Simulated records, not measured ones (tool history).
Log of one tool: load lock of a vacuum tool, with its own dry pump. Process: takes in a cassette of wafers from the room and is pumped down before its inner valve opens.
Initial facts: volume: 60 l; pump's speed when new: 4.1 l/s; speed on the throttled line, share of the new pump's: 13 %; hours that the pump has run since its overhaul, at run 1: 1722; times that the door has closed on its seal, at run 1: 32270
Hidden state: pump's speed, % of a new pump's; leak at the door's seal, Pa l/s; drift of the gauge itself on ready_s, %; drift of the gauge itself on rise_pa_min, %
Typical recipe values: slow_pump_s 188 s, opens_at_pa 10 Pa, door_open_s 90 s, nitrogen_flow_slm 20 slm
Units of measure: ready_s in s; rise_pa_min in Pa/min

run      day  slow_pump_s  opens_at_pa  door_open_s  nitrogen_flow_slm  hours that the pump has run since its overhaul  times that the door has closed on its seal  incoming humidity of the room's air, %  ready_s  rise_pa_min
  1    0.000          188           10           90                 20                                            1722                                       32270                                    45.8    301.3        0.208
  2    3.946          188           10           90                 20                                            1817                                       32679                                    43.6    302.4        0.219
  3    7.600          188           10           90                 20                                            1904                                       33058                                    47.9    301.4        0.219
  4   14.988          188           10           90                 20                                            2082                                       33824                                    46.2    301.5        0.232
  5   18.946          188           10           90                 20                                            2177                                       34235                                    41.6    303.0        0.227
  6   27.125          188           10           90                 20                                            2373                                       35083                                    45.4    305.3        0.236
  7   31.458          188           10           90                 20                                            2477                                       35532                                    43.4    301.2        0.241
  8   39.204          188           10           90                 20                                            2663                                       36336                                    45.7    305.3        0.249
  9   45.542          188           10           90                 20                                            2815                                       36993                                    46.9    304.4        0.256
 10   52.546          188           10           90                 20                                            2983                                       37719                                    45.6    304.0        0.263
 11   59.083          324           10           90                 20                                            3140                                       38397                                    49.4    421.2        0.280
 12   67.288          264           10           47                 15                                            3337                                       39248                                    47.5    369.2        0.261
 13   73.529          188           10           90                 45                                            3487                                       39896                                    44.9    304.3        0.264
 14   77.417          194           13          217                 32                                            3580                                       40299                                    47.0    306.0        0.288
 15   83.708          194           13          217                 32                                            3731                                       40952                                    47.3    306.4        0.302
 16   91.121          291           10           90                  6                                            3909                                       41721                                    47.9    396.0        0.328
 17   97.058          354           10           53                  6                                            4051                                       42336                                    43.6    449.3        0.315
 18  101.771          101            9           39                 27                                            4164                                       42825                                    45.6    231.7        0.301
 19  110.638          198           15           61                 27                                            4377                                       43745                                    43.3    309.3        0.309
 20  118.212          198           15           61                 27                                            4559                                       44530                                    42.9    307.1        0.320
 21  127.100          271           11           61                  7                                            4772                                       45452                                    45.3    376.5        0.335
 22  135.033          271           11           61                  7                                            4963                                       46275                                    46.6    375.4        0.358

Below, some changes in ready_s between adjacent runs. For each, the amount present without the hidden state too (settings, incoming material, random variation) and the amount remaining for the hidden state with gauge scatter not shared by both compared results:
Run 10 -> 11: slow_pump_s 188 -> 324. ready_s +117.2 s: hidden state -0.5, all else +117.7.
Run 11 -> 12: slow_pump_s 324 -> 264, door_open_s 90 -> 47, nitrogen_flow_slm 20 -> 15. ready_s -52.0 s: hidden state +0.8, all else -52.8.
Run 17 -> 18: slow_pump_s 354 -> 101, opens_at_pa 10 -> 9, door_open_s 53 -> 39, nitrogen_flow_slm 6 -> 27. ready_s -217.6 s: hidden state +1.3, all else -218.9.
